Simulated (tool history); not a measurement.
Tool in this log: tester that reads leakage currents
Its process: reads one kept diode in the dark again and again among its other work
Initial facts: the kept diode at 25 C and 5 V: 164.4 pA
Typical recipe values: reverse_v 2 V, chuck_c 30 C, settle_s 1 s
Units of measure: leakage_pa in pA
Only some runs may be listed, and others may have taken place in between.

{"run": 1, "hour": 0.0, "reverse_v": 2, "chuck_c": 30, "settle_s": 1, "leakage_pa": 168.92}
{"run": 2, "hour": 110.2, "reverse_v": 2, "chuck_c": 30, "settle_s": 1, "leakage_pa": 167.25}
{"run": 3, "hour": 251.3, "reverse_v": 2, "chuck_c": 30, "settle_s": 1, "leakage_pa": 165.44}
{"run": 4, "hour": 429.7, "reverse_v": 2, "chuck_c": 30, "settle_s": 1, "leakage_pa": 163.88}
{"hour": 550.2, "done": "chuck's temperature calibrated"}
{"run": 5, "hour": 575.0, "reverse_v": 2, "chuck_c": 30, "settle_s": 1, "leakage_pa": 184.02}
{"run": 6, "hour": 782.3, "reverse_v": 1.57, "chuck_c": 30, "settle_s": 1, "leakage_pa": 166.92}
{"run": 7, "hour": 895.3, "reverse_v": 2, "chuck_c": 30, "settle_s": 1, "leakage_pa": 181.05}
{"run": 8, "hour": 1067.8, "reverse_v": 2, "chuck_c": 25, "settle_s": 1, "leakage_pa": 116.44}
{"run": 9, "hour": 1201.3, "reverse_v": 2, "chuck_c": 25, "settle_s": 1, "leakage_pa": 115.5}
{"run": 10, "hour": 1318.7, "reverse_v": 2, "chuck_c": 25, "settle_s": 1, "leakage_pa": 114.68}
{"run": 11, "hour": 1460.5, "reverse_v": 2, "chuck_c": 25, "settle_s": 1, "leakage_pa": 113.2}
{"run": 12, "hour": 1600.9, "reverse_v": 2, "chuck_c": 30, "settle_s": 1, "leakage_pa": 170.9}
{"run": 13, "hour": 1797.7, "reverse_v": 2, "chuck_c": 30, "settle_s": 1, "leakage_pa": 169.28}
{"run": 14, "hour": 1928.3, "reverse_v": 2, "chuck_c": 30, "settle_s": 1, "leakage_pa": 166.65}
{"hour": 1948.4, "done": "probe card cleaned and baked"}
{"run": 15, "hour": 2020.2, "reverse_v": 2, "chuck_c": 32, "settle_s": 1, "leakage_pa": 192.49}
{"run": 16, "hour": 2190.5, "reverse_v": 2, "chuck_c": 32, "settle_s": 1, "leakage_pa": 190.09}
{"hour": 2262.9, "done": "chuck's temperature calibrated"}
{"hour": 2333.7, "done": "tester calibrated"}
{"run": 17, "hour": 2344.6, "reverse_v": 2, "chuck_c": 32, "settle_s": 1, "leakage_pa": 222.27}
{"run": 18, "hour": 2476.6, "reverse_v": 2, "chuck_c": 32, "settle_s": 1, "leakage_pa": 220.85}
{"run": 19, "hour": 2625.1, "reverse_v": 1.79, "chuck_c": 29, "settle_s": 5.56, "leakage_pa": 163.7}
{"run": 20, "hour": 2752.7, "reverse_v": 1.79, "chuck_c": 31, "settle_s": 6.9, "leakage_pa": 190.58}
{"run": 21, "hour": 2906.9, "reverse_v": 2, "chuck_c": 35, "settle_s": 1, "leakage_pa": 270.7}
{"run": 22, "hour": 3034.6, "reverse_v": 15.82, "chuck_c": 24, "settle_s": 1, "leakage_pa": 224.6}
{"run": 23, "hour": 3173.0, "reverse_v": 2, "chuck_c": 36, "settle_s": 7.98, "leakage_pa": 288.95}
{"run": 24, "hour": 3290.8, "reverse_v": 2, "chuck_c": 36, "settle_s": 7.98, "leakage_pa": 284.81}
{"run": 25, "hour": 3473.9, "reverse_v": 3.55, "chuck_c": 33, "settle_s": 0.38, "leakage_pa": 270.18}
{"run": 26, "hour": 3584.5, "reverse_v": 3.55, "chuck_c": 33, "settle_s": 0.38, "leakage_pa": 266.53}
{"run": 27, "hour": 3781.8, "reverse_v": 1.05, "chuck_c": 45, "settle_s": 0.53, "leakage_pa": 447.01}
{"hour": 3904.5, "done": "probe card cleaned and baked"}
{"run": 28, "hour": 3949.6, "reverse_v": 4.12, "chuck_c": 20, "settle_s": 1, "leakage_pa": 87.4}
{"hour": 3979.4, "done": "chuck's temperature calibrated"}
{"run": 29, "hour": 4135.9, "reverse_v": 4.12, "chuck_c": 20, "settle_s": 1, "leakage_pa": 98.81}
{"run": 30, "hour": 4237.0, "reverse_v": 1.84, "chuck_c": 24, "settle_s": 5.02, "leakage_pa": 106.03}
{"run": 31, "hour": 4451.4, "reverse_v": 1.84, "chuck_c": 22, "settle_s": 1.06, "leakage_pa": 87.63}
{"run": 32, "hour": 4556.0, "reverse_v": 1.84, "chuck_c": 22, "settle_s": 1.06, "leakage_pa": 87.25}
{"run": 33, "hour": 4714.0, "reverse_v": 2.99, "chuck_c": 37, "settle_s": 1.94, "leakage_pa": 351.86}
{"run": 34, "hour": 4866.7, "reverse_v": 1.16, "chuck_c": 30, "settle_s": 5.29, "leakage_pa": 143.33}
{"run": 35, "hour": 4958.8, "reverse_v": 1.7, "chuck_c": 24, "settle_s": 6.89, "leakage_pa": 96.94}

Some steps in leakage_pa, run to run, broken into two amounts with sign: the step expected even without the hidden condition (settings, incoming material, random variation), and the rest, left for the hidden condition together with whatever gauge scatter is not in both the measured and the hidden-condition-free result:
Hidden state at play: stray current of the dirty probe card, pA a volt; current scale over the true one, %; true chuck temperature over the reading, C; drift of the gauge itself on leakage_pa, %.
Run 16 -> 17: chuck's temperature calibrated, tester calibrated. leakage_pa +32.18 pA: hidden state +32.35, all else -0.17.
Run 26 -> 27: reverse_v 3.55 -> 1.05, chuck_c 33 -> 45, settle_s 0.38 -> 0.53. leakage_pa +180.48 pA: hidden state -27.22, all else +207.7.
Run 27 -> 28: reverse_v 1.05 -> 4.12, chuck_c 45 -> 20, settle_s 0.53 -> 1, probe card cleaned and baked. leakage_pa -359.61 pA: hidden state +37.55, all else -397.16.
Run 32 -> 33: reverse_v 1.84 -> 2.99, chuck_c 22 -> 37, settle_s 1.06 -> 1.94. leakage_pa +264.61 pA: hidden state -19.44, all else +284.05.
Run 33 -> 34: reverse_v 2.99 -> 1.16, chuck_c 37 -> 30, settle_s 1.94 -> 5.29. leakage_pa -208.53 pA: hidden state +12.06, all else -220.59.
